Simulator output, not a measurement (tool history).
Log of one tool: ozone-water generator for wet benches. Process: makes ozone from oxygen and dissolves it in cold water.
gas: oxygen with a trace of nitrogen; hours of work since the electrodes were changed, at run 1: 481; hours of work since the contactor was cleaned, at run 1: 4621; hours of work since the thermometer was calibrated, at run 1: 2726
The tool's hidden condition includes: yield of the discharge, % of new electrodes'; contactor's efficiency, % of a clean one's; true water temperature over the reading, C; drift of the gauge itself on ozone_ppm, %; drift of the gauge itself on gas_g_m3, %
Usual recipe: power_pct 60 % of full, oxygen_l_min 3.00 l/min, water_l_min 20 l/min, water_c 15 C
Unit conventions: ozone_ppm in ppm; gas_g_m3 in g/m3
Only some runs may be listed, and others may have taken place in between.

run	hour	power_pct	oxygen_l_min	water_l_min	water_c	hours of work since the electrodes were changed	hours of work since the contactor was cleaned	hours of work since the thermometer was calibrated	ozone_ppm	gas_g_m3
1	0.0	60	3.00	20	15	481	4621	2726	18.2	208.3
2	47.6	60	3.00	20	15	512	4652	2757	18.1	207.4
# hour 77.3: contactor cleaned
3	96.0	60	3.00	20	15	541	12	2786	18.3	207.7
4	148.9	60	3.00	20	15	575	46	2820	18.5	208.2
5	176.8	60	3.00	20	15	593	64	2838	18.4	208.7
6	221.5	60	3.00	20	15	622	93	2867	18.3	208.7
7	249.3	60	3.00	20	15	640	111	2885	18.4	206.5
8	292.8	60	3.00	20	15	668	140	2913	18.4	206.0
9	333.2	60	3.00	20	15	695	166	2939	18.1	208.1
10	369.4	60	3.00	20	15	718	189	2963	18.4	209.2
11	403.9	60	3.00	20	15	740	212	2985	18.4	206.6
12	436.5	60	3.00	20	15	762	233	3006	18.1	207.2
13	468.6	60	3.00	20	15	782	254	3027	18.1	205.3
14	495.7	60	3.00	20	15	800	271	3045	18.0	206.2
15	538.6	60	3.00	20	15	828	299	3073	18.2	207.0
16	563.3	60	1.59	21	8	844	315	3089	14.9	277.0
17	616.2	60	4.76	21	20	878	349	3123	18.0	168.5
18	666.6	49	2.83	16	10	911	382	3156	19.0	179.8
19	698.4	49	2.83	16	15	931	403	3176	18.4	180.3
20	726.9	49	2.83	16	15	950	421	3195	18.3	180.6
21	759.5	49	2.83	16	10	971	442	3216	19.4	179.1
22	804.8	49	2.83	16	10	1000	472	3245	19.1	180.4
23	831.1	49	2.83	16	10	1017	489	3262	19.2	180.9
24	871.7	49	2.83	16	10	1044	515	3289	19.1	180.8
25	909.0	60	2.95	20	7	1068	539	3313	19.2	207.1
26	957.4	70	2.03	29	8	1099	571	3344	13.5	277.3
27	998.9	62	3.00	19	15	1126	597	3371	19.6	211.8

Below are 3 alternative next runs, each starting from the tool's condition after run 27. Predict each:
A	1035.5	40	3.00	20	15	1150	621	3395	?	?
B	1035.5	62	4.87	24	10	1150	621	3395	?	?
C	1035.5	73	1.65	20	11	1150	621	3395	?	?

run	ozone_ppm	gas_g_m3
A	13.1	149.4
B	19.0	168.1
C	18.3	317.2
The same runs, with their run-to-run variation unchanged, on a tool lacking any hidden condition would have given:
run	ozone_ppm	gas_g_m3
A	13.3	151.7
B	19.5	172.3
C	18.9	326.3

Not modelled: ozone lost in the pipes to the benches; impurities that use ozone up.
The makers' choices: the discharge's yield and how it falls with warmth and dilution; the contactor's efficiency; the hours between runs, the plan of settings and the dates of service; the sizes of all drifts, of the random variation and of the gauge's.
